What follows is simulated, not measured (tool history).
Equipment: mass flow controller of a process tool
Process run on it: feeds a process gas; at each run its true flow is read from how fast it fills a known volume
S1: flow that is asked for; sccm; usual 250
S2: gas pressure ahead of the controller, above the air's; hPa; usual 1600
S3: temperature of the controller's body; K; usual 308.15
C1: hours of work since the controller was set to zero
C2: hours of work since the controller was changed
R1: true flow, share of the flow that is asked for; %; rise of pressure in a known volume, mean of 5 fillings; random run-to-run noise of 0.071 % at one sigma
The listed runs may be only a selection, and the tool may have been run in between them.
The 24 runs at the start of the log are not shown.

{"run": 25, "day": 398.125, "S1": 210, "S2": 1610, "S3": 312.15, "C1": 2528, "C2": 2528, "R1": 97.95}
{"run": 26, "day": 416.496, "S1": 184, "S2": 1600, "S3": 296.15, "C1": 2778, "C2": 2778, "R1": 96.71}
{"run": 27, "day": 430.342, "S1": 400, "S2": 2340, "S3": 310.15, "C1": 2965, "C2": 2965, "R1": 99.01}
{"run": 28, "day": 449.646, "S1": 54, "S2": 2130, "S3": 302.15, "C1": 3227, "C2": 3227, "R1": 94.03}
{"run": 29, "day": 470.512, "S1": 89, "S2": 2320, "S3": 299.15, "C1": 3510, "C2": 3510, "R1": 95.36}
{"run": 30, "day": 488.471, "S1": 243, "S2": 2300, "S3": 308.15, "C1": 3754, "C2": 3754, "R1": 97.64}
{"run": 31, "day": 511.417, "S1": 243, "S2": 2300, "S3": 308.15, "C1": 4065, "C2": 4065, "R1": 97.26}
{"run": 32, "day": 530.258, "S1": 127, "S2": 2300, "S3": 297.15, "C1": 4321, "C2": 4321, "R1": 95.21}
{"run": 33, "day": 551.538, "S1": 310, "S2": 2010, "S3": 297.15, "C1": 4609, "C2": 4609, "R1": 96.43}
{"run": 34, "day": 571.829, "S1": 240, "S2": 1920, "S3": 297.15, "C1": 4885, "C2": 4885, "R1": 95.93}

Below are 3 alternative next runs, each starting from the tool's condition after run 34. Predict each:
{"run": "A", "day": 582.646, "S1": 264, "S2": 1920, "S3": 297.15, "C1": 5031, "C2": 5031, "R1": "?"}
{"run": "B", "day": 582.646, "S1": 147, "S2": 1640, "S3": 297.15, "C1": 5031, "C2": 5031, "R1": "?"}
{"run": "C", "day": 582.646, "S1": 240, "S2": 1530, "S3": 297.15, "C1": 5031, "C2": 5031, "R1": "?"}

run=A R1=95.78
run=B R1=94.41
run=C R1=95.37
The same runs, with their run-to-run variation unchanged, on a tool lacking any hidden condition would have given:
run=A R1=99.25
run=B R1=98.85
run=C R1=98.96
